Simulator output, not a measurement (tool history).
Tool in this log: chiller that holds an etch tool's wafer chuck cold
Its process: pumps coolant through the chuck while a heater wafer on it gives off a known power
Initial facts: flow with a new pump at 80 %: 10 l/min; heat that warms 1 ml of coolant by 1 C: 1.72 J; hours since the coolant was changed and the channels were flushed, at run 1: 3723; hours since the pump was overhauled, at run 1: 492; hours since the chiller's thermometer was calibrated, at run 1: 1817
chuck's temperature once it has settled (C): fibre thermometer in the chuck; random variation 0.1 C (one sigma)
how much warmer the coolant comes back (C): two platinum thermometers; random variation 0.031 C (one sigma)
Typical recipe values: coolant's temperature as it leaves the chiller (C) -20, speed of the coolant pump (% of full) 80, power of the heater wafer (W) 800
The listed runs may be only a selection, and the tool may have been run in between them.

run    hour  coolant's temperature as it leaves the chiller (C)  speed of the coolant pump (% of full)  power of the heater wafer (W)  hours since the coolant was changed and the channels were flushed  hours since the pump was overhauled  hours since the chiller's thermometer was calibrated  chuck's temperature once it has settled (C)  how much warmer the coolant comes back (C)
  1     0.0                                                 -20                                     80                            800                                                               3723                                  492                                                  1817                                        -10.0                                        2.82
  2    47.8                                                 -20                                     80                            800                                                               3770                                  540                                                  1865                                         -9.9                                        2.88
  3   109.5                                                 -20                                     80                            616                                                               3832                                  602                                                  1927                                        -12.2                                        2.23
  4   136.6                                                 -20                                     80                            616                                                               3859                                  629                                                  1954                                        -12.2                                        2.21
  5   190.9                                                 -20                                     80                            616                                                               3913                                  683                                                  2008                                        -12.2                                        2.24
  6   229.0                                                 -20                                     77                            800                                                               3952                                  721                                                  2046                                         -9.8                                        3.01
  7   280.4                                                 -20                                     77                            800                                                               4003                                  773                                                  2098                                         -9.7                                        3.02
  8   325.6                                                 -20                                     80                            592                                                               4048                                  818                                                  2143                                        -12.4                                        2.13
  9   386.1                                                 -25                                     80                            800                                                               4109                                  878                                                  2204                                        -14.9                                        2.84
 10   446.4                                                 -25                                     80                            800                                                               4169                                  939                                                  2264                                        -14.7                                        2.85
 11   505.9                                                 -25                                     80                            800                                                               4228                                  998                                                  2323                                        -14.7                                        2.81
 12   553.5                                                 -20                                     80                            495                                                               4276                                 1046                                                  2371                                        -13.6                                        1.77
      586.9  -- chiller's thermometer calibrated
 13   587.1                                                 -20                                     80                            800                                                               4309                                 1078                                                     0                                         -9.9                                        2.83
 14   618.4                                                 -20                                     80                            800                                                               4340                                 1110                                                    32                                        -10.1                                        2.83
 15   670.7                                                 -20                                     80                            605                                                               4392                                 1162                                                    84                                        -12.4                                        2.16
 16   699.8                                                 -18                                     95                            509                                                               4421                                 1191                                                   113                                        -12.2                                        1.48
 17   732.0                                                 -18                                     95                            509                                                               4454                                 1223                                                   145                                        -12.2                                        1.51
 18   789.9                                                 -21                                     85                            560                                                               4511                                 1281                                                   203                                        -14.3                                        1.88
 19   845.5                                                 -21                                     85                            560                                                               4567                                 1337                                                   259                                        -14.2                                        1.89
 20   885.7                                                 -17                                     65                            857                                                               4607                                 1377                                                   299                                         -4.9                                        3.86
 21   936.2                                                 -21                                     92                            800                                                               4658                                 1427                                                   349                                        -11.6                                        2.48
 22   973.8                                                 -21                                     83                            597                                                               4695                                 1465                                                   387                                        -13.4                                        2.11
 23  1014.7                                                 -20                                     79                           1113                                                               4736                                 1506                                                   428                                         -5.6                                        4.10
 24  1070.8                                                 -30                                     80                           1113                                                               4792                                 1562                                                   484                                        -15.7                                        4.05
 25  1131.5                                                 -25                                     87                            800                                                               4853                                 1623                                                   545                                        -15.2                                        2.62
 26  1189.4                                                 -25                                     88                           1037                                                               4911                                 1681                                                   603                                        -12.5                                        3.40
 27  1229.1                                                 -27                                     90                            404                                                               4951                                 1720                                                   642                                        -22.1                                        1.31
 28  1287.7                                                 -20                                     63                           1046                                                               5009                                 1779                                                   701                                         -4.6                                        4.96
 29  1341.0                                                 -25                                     63                            544                                                               5063                                 1832                                                   754                                        -16.9                                        2.65
 30  1377.5                                                 -28                                     63                            877                                                               5099                                 1869                                                   791                                        -14.8                                        4.23

4 options for the next run, each taken on its own from the tool as it stands now. Forecast them:
  A  1430.2                                                 -28                                     60                            550                                                               5152                                 1921                                                   843                                            ?                                           ?
  B  1430.2                                                 -16                                     93                            877                                                               5152                                 1921                                                   843                                            ?                                           ?
  C  1430.2                                                 -18                                     63                            877                                                               5152                                 1921                                                   843                                            ?                                           ?
  D  1430.2                                                 -12                                     81                            643                                                               5152                                 1921                                                   843                                            ?                                           ?

run  chuck's temperature once it has settled (C)  how much warmer the coolant comes back (C)
  A                                        -19.5                                        2.80
  B                                         -5.6                                        2.70
  C                                         -4.9                                        4.22
  D                                         -3.7                                        2.31
Stripped of hidden state, with their random variation kept, the same runs would have yielded:
run  chuck's temperature once it has settled (C)  how much warmer the coolant comes back (C)
  A                                        -20.6                                        2.67
  B                                         -7.0                                        2.57
  C                                         -6.6                                        4.03
  D                                         -4.8                                        2.21
